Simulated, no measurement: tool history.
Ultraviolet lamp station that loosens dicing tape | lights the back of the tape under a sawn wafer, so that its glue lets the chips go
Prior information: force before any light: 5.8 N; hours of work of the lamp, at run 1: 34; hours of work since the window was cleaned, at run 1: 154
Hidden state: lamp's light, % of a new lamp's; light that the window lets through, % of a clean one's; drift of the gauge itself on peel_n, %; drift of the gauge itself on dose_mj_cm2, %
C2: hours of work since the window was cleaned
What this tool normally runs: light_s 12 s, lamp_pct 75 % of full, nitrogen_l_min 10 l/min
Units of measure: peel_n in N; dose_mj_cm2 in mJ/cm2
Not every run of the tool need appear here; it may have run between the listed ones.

run 1 hour=0 | light_s=12 lamp_pct=75 nitrogen_l_min=10 | hours_of_work_of_the_lamp=34 C2=154 | peel_n=0.977 dose_mj_cm2=229
run 2 hour=47 | light_s=24 lamp_pct=75 nitrogen_l_min=10 | hours_of_work_of_the_lamp=65 C2=186 | peel_n=0.344 dose_mj_cm2=443
run 3 hour=106.1 | light_s=24 lamp_pct=75 nitrogen_l_min=10 | hours_of_work_of_the_lamp=105 C2=225 | peel_n=0.345 dose_mj_cm2=437
run 4 hour=159.8 | light_s=24 lamp_pct=75 nitrogen_l_min=10 | hours_of_work_of_the_lamp=141 C2=261 | peel_n=0.348 dose_mj_cm2=423
run 5 hour=238.4 | light_s=24 lamp_pct=75 nitrogen_l_min=4 | hours_of_work_of_the_lamp=193 C2=314 | peel_n=0.541 dose_mj_cm2=407
run 6 hour=278.5 | light_s=24 lamp_pct=75 nitrogen_l_min=4 | hours_of_work_of_the_lamp=220 C2=341 | peel_n=0.535 dose_mj_cm2=402
run 7 hour=340 | light_s=24 lamp_pct=75 nitrogen_l_min=4 | hours_of_work_of_the_lamp=261 C2=382 | peel_n=0.541 dose_mj_cm2=391
-- hour=366.9 window cleaned of glue's vapour
run 8 hour=373.9 | light_s=24 lamp_pct=75 nitrogen_l_min=8 | hours_of_work_of_the_lamp=284 C2=5 | peel_n=0.371 dose_mj_cm2=430
run 9 hour=431.7 | light_s=24 lamp_pct=75 nitrogen_l_min=8 | hours_of_work_of_the_lamp=322 C2=43 | peel_n=0.372 dose_mj_cm2=414
run 10 hour=501.6 | light_s=12 lamp_pct=75 nitrogen_l_min=10 | hours_of_work_of_the_lamp=369 C2=90 | peel_n=1.097 dose_mj_cm2=203
run 11 hour=552.7 | light_s=12 lamp_pct=75 nitrogen_l_min=10 | hours_of_work_of_the_lamp=403 C2=124 | peel_n=1.185 dose_mj_cm2=195
run 12 hour=622.4 | light_s=23 lamp_pct=75 nitrogen_l_min=10 | hours_of_work_of_the_lamp=450 C2=171 | peel_n=0.426 dose_mj_cm2=364
run 13 hour=659.6 | light_s=23 lamp_pct=75 nitrogen_l_min=10 | hours_of_work_of_the_lamp=475 C2=196 | peel_n=0.436 dose_mj_cm2=356
run 14 hour=693.9 | light_s=12 lamp_pct=75 nitrogen_l_min=10 | hours_of_work_of_the_lamp=498 C2=219 | peel_n=1.274 dose_mj_cm2=189
run 15 hour=752.8 | light_s=12 lamp_pct=75 nitrogen_l_min=10 | hours_of_work_of_the_lamp=537 C2=258 | peel_n=1.312 dose_mj_cm2=176
run 16 hour=818.1 | light_s=12 lamp_pct=75 nitrogen_l_min=10 | hours_of_work_of_the_lamp=581 C2=302 | peel_n=1.42 dose_mj_cm2=173
run 17 hour=877 | light_s=12 lamp_pct=75 nitrogen_l_min=10 | hours_of_work_of_the_lamp=620 C2=341 | peel_n=1.472 dose_mj_cm2=170
run 18 hour=913.1 | light_s=12 lamp_pct=75 nitrogen_l_min=10 | hours_of_work_of_the_lamp=644 C2=366 | peel_n=1.517 dose_mj_cm2=165
-- hour=929.5 lamp changed
-- hour=964.5 window cleaned of glue's vapour
run 19 hour=987.7 | light_s=17 lamp_pct=75 nitrogen_l_min=10 | hours_of_work_of_the_lamp=39 C2=16 | peel_n=0.509 dose_mj_cm2=332
run 20 hour=1058.4 | light_s=17 lamp_pct=75 nitrogen_l_min=10 | hours_of_work_of_the_lamp=86 C2=63 | peel_n=0.539 dose_mj_cm2=318
run 21 hour=1127.9 | light_s=12 lamp_pct=68 nitrogen_l_min=3 | hours_of_work_of_the_lamp=132 C2=109 | peel_n=1.714 dose_mj_cm2=202
run 22 hour=1200.7 | light_s=11 lamp_pct=76 nitrogen_l_min=3 | hours_of_work_of_the_lamp=181 C2=158 | peel_n=1.73 dose_mj_cm2=195
run 23 hour=1277.4 | light_s=12 lamp_pct=75 nitrogen_l_min=13 | hours_of_work_of_the_lamp=233 C2=209 | peel_n=1.039 dose_mj_cm2=207
run 24 hour=1319.5 | light_s=7 lamp_pct=88 nitrogen_l_min=10 | hours_of_work_of_the_lamp=261 C2=238 | peel_n=1.826 dose_mj_cm2=140
run 25 hour=1367.6 | light_s=12 lamp_pct=96 nitrogen_l_min=11 | hours_of_work_of_the_lamp=293 C2=270 | peel_n=0.783 dose_mj_cm2=253
run 26 hour=1439.5 | light_s=12 lamp_pct=75 nitrogen_l_min=11 | hours_of_work_of_the_lamp=341 C2=318 | peel_n=1.209 dose_mj_cm2=191
run 27 hour=1508.5 | light_s=12 lamp_pct=99 nitrogen_l_min=6 | hours_of_work_of_the_lamp=387 C2=364 | peel_n=1.041 dose_mj_cm2=244
-- hour=1560 window cleaned of glue's vapour
run 28 hour=1588 | light_s=9 lamp_pct=75 nitrogen_l_min=10 | hours_of_work_of_the_lamp=440 C2=19 | peel_n=1.671 dose_mj_cm2=151
run 29 hour=1659.2 | light_s=24 lamp_pct=61 nitrogen_l_min=3 | hours_of_work_of_the_lamp=488 C2=66 | peel_n=0.894 dose_mj_cm2=317
run 30 hour=1716 | light_s=24 lamp_pct=61 nitrogen_l_min=7 | hours_of_work_of_the_lamp=526 C2=104 | peel_n=0.673 dose_mj_cm2=307
run 31 hour=1779 | light_s=24 lamp_pct=82 nitrogen_l_min=4 | hours_of_work_of_the_lamp=568 C2=147 | peel_n=0.54 dose_mj_cm2=398
run 32 hour=1841.6 | light_s=24 lamp_pct=82 nitrogen_l_min=4 | hours_of_work_of_the_lamp=610 C2=188 | peel_n=0.602 dose_mj_cm2=383
run 33 hour=1874.8 | light_s=8 lamp_pct=95 nitrogen_l_min=4 | hours_of_work_of_the_lamp=632 C2=211 | peel_n=2.164 dose_mj_cm2=144
-- hour=1913.1 lamp changed
run 34 hour=1942.7 | light_s=22 lamp_pct=75 nitrogen_l_min=9 | hours_of_work_of_the_lamp=20 C2=256 | peel_n=0.412 dose_mj_cm2=409
run 35 hour=2017.9 | light_s=12 lamp_pct=65 nitrogen_l_min=10 | hours_of_work_of_the_lamp=70 C2=306 | peel_n=1.286 dose_mj_cm2=187
run 36 hour=2087.9 | light_s=12 lamp_pct=65 nitrogen_l_min=10 | hours_of_work_of_the_lamp=117 C2=353 | peel_n=1.366 dose_mj_cm2=181
run 37 hour=2135.6 | light_s=12 lamp_pct=65 nitrogen_l_min=10 | hours_of_work_of_the_lamp=149 C2=385 | peel_n=1.37 dose_mj_cm2=174

Alternative continuations, all from the tool just after run 37; predict every row:
-- hour=2154.5 window cleaned of glue's vapour
run A hour=2177.6 | light_s=9 lamp_pct=85 nitrogen_l_min=4 | hours_of_work_of_the_lamp=177 C2=15 | peel_n=? dose_mj_cm2=?
-- hour=2154.5 window cleaned of glue's vapour
run B hour=2177.6 | light_s=10 lamp_pct=63 nitrogen_l_min=11 | hours_of_work_of_the_lamp=177 C2=15 | peel_n=? dose_mj_cm2=?
-- hour=2154.5 window cleaned of glue's vapour
run C hour=2177.6 | light_s=23 lamp_pct=75 nitrogen_l_min=15 | hours_of_work_of_the_lamp=177 C2=15 | peel_n=? dose_mj_cm2=?
-- hour=2154.5 window cleaned of glue's vapour
run D hour=2177.6 | light_s=12 lamp_pct=72 nitrogen_l_min=10 | hours_of_work_of_the_lamp=177 C2=15 | peel_n=? dose_mj_cm2=?
-- hour=2154.5 window cleaned of glue's vapour
run E hour=2177.6 | light_s=23 lamp_pct=81 nitrogen_l_min=19 | hours_of_work_of_the_lamp=177 C2=15 | peel_n=? dose_mj_cm2=?

run=A peel_n=1.669 dose_mj_cm2=188
run=B peel_n=1.588 dose_mj_cm2=153
run=C peel_n=0.31 dose_mj_cm2=427
run=D peel_n=1.062 dose_mj_cm2=218
run=E peel_n=0.282 dose_mj_cm2=467
With the hidden condition removed and each run's random variation left untouched, the same runs would have given:
run=A peel_n=1.52 dose_mj_cm2=203
run=B peel_n=1.442 dose_mj_cm2=166
run=C peel_n=0.286 dose_mj_cm2=461
run=D peel_n=0.944 dose_mj_cm2=235
run=E peel_n=0.266 dose_mj_cm2=504
